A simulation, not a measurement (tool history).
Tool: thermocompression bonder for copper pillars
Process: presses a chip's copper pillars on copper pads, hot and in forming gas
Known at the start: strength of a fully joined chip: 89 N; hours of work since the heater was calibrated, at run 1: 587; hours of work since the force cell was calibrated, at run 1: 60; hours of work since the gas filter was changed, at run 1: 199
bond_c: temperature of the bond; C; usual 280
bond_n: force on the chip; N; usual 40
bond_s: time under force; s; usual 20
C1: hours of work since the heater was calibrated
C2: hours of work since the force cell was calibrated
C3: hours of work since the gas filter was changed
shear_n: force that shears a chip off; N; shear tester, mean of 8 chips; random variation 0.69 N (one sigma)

Run 1, hour 0: usual settings; C1 587; C2 60; C3 199. Result: shear_n 44 N.
At hour 7.9: heater calibrated with a thermocouple chip.
Run 2, hour 74.2: usual settings; C1 46; C2 110; C3 249. Result: shear_n 40.6 N.
At hour 120.8: forming gas filter changed.
Run 3, hour 122.3: usual settings; C1 79; C2 143; C3 1. Result: shear_n 42.3 N.
Run 4, hour 185: usual settings; C1 123; C2 187; C3 45. Result: shear_n 41.5 N.
Run 5, hour 268.2: usual settings; C1 181; C2 245; C3 103. Result: shear_n 43.5 N.
At hour 324.6: heater calibrated with a thermocouple chip, once more.
Run 6, hour 346.5: usual settings but bond_c 254 C; C1 15; C2 298; C3 156. Result: shear_n 36.3 N.
Run 7, hour 405.8: usual settings but bond_s 17 s; C1 56; C2 339; C3 197. Result: shear_n 44.7 N.
Run 8, hour 450.5: usual settings but bond_s 17 s; C1 88; C2 370; C3 228. Result: shear_n 44.4 N.
Run 9, hour 493.6: usual settings but bond_s 17 s; C1 118; C2 400; C3 258. Result: shear_n 42.8 N.
At hour 523.5: forming gas filter changed.
Run 10, hour 536.3: usual settings but bond_s 45 s; C1 147; C2 430; C3 9. Result: shear_n 61.2 N.
Run 11, hour 583.2: usual settings; C1 180; C2 462; C3 42. Result: shear_n 46.8 N.
Run 12, hour 647.2: usual settings; C1 224; C2 507; C3 86. Result: shear_n 46.6 N.
Run 13, hour 743: usual settings but bond_c 300 C, bond_n 57 N, bond_s 21 s; C1 291; C2 573; C3 153. Result: shear_n 69.9 N.
Run 14, hour 810.4: usual settings but bond_n 49 N, bond_s 17 s; C1 337; C2 620; C3 200. Result: shear_n 50.6 N.
Run 15, hour 903.2: usual settings but bond_n 48 N; C1 402; C2 685; C3 264. Result: shear_n 51.3 N.
At hour 924: forming gas filter changed.
Run 16, hour 958.8: usual settings but bond_c 287 C, bond_n 46 N, bond_s 19 s; C1 440; C2 723; C3 24. Result: shear_n 54.3 N.
Run 17, hour 1028.4: usual settings but bond_c 287 C, bond_n 46 N, bond_s 19 s; C1 489; C2 771; C3 73. Result: shear_n 52.9 N.
Run 18, hour 1111: usual settings but bond_c 287 C, bond_n 46 N, bond_s 19 s; C1 546; C2 829; C3 130. Result: shear_n 51.5 N.
At hour 1181.9: heater calibrated with a thermocouple chip.
Run 19, hour 1204: usual settings but bond_c 287 C, bond_n 46 N, bond_s 19 s; C1 15; C2 892; C3 193. Result: shear_n 55.9 N.
Run 20, hour 1282: usual settings but bond_c 287 C, bond_n 46 N, bond_s 19 s; C1 70; C2 946; C3 248. Result: shear_n 54.4 N.
At hour 1325.8: forming gas filter changed.
Run 21, hour 1362.7: usual settings but bond_c 300 C, bond_n 41 N, bond_s 19 s; C1 125; C2 1002; C3 26. Result: shear_n 55.8 N.
Run 22, hour 1420.5: usual settings but bond_c 300 C, bond_n 41 N, bond_s 19 s; C1 166; C2 1042; C3 66. Result: shear_n 56.3 N.
Run 23, hour 1501.9: usual settings but bond_c 278 C, bond_n 26 N, bond_s 55 s; C1 222; C2 1099; C3 122. Result: shear_n 43.7 N.

Forecast each of these 3 alternatives for the next run:
Run A, hour 1551.9: usual settings but bond_c 286 C, bond_s 18 s; C1 257; C2 1134; C3 157. Result: shear_n ?.
Run B, hour 1551.9: usual settings but bond_s 21 s; C1 257; C2 1134; C3 157. Result: shear_n ?.
Run C, hour 1551.9: usual settings but bond_n 36 N, bond_s 45 s; C1 257; C2 1134; C3 157. Result: shear_n ?.

run  shear_n
  A     47.7
  B     48.2
  C     54.7
Without the tool's hidden state the same runs would have given:
run  shear_n
  A     48.9
  B     49.4
  C     56.1
